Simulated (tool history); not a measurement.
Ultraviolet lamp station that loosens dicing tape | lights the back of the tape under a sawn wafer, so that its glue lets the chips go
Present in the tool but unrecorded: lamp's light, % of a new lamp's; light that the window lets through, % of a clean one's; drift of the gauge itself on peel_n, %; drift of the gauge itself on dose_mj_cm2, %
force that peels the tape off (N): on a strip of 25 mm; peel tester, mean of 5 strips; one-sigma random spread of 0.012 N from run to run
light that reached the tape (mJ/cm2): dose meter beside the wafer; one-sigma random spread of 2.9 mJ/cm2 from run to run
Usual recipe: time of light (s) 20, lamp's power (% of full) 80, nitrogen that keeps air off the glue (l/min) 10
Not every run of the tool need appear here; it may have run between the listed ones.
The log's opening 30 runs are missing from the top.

run,day,time of light (s),lamp's power (% of full),nitrogen that keeps air off the glue (l/min),hours of work of the lamp,hours of work since the window was cleaned,force that peels the tape off (N),light that reached the tape (mJ/cm2)
31,68.125,24,73,7,1336,292,1.222,319
32,70.2,17,76,7,1368,324,1.863,235
33,72.654,17,76,7,1405,362,1.904,227
34,74.792,17,76,11,1438,395,1.519,224
35,76.712,20,80,10,1468,424,1.257,274
36,77.954,19,95,3,1487,444,2.105,306
37,81.029,24,83,3,1534,491,1.883,324
38,82.604,20,80,7,1559,515,1.674,258
39,83.929,20,80,7,1579,536,1.639,254
# day 86.4: lamp changed
40,86.912,20,80,7,8,581,0.935,368
# day 89.417: window cleaned of glue's vapour
41,90,20,80,7,55,9,0.776,411
42,92.425,20,80,7,93,46,0.798,402
43,94.483,20,80,7,124,78,0.82,401

Below are 3 alternative next runs, each starting from the tool's condition after run 43. Predict each:
A,97.475,20,78,10,170,124,?,?
B,97.475,20,65,10,170,124,?,?
C,97.475,20,80,4,170,124,?,?

run,force that peels the tape off (N),light that reached the tape (mJ/cm2)
A,0.679,381
B,0.94,316
C,1.278,389
Take away the tool's hidden state, keep each run's random variation, and the runs would have read:
run,force that peels the tape off (N),light that reached the tape (mJ/cm2)
A,0.557,423
B,0.779,351
C,1.083,432
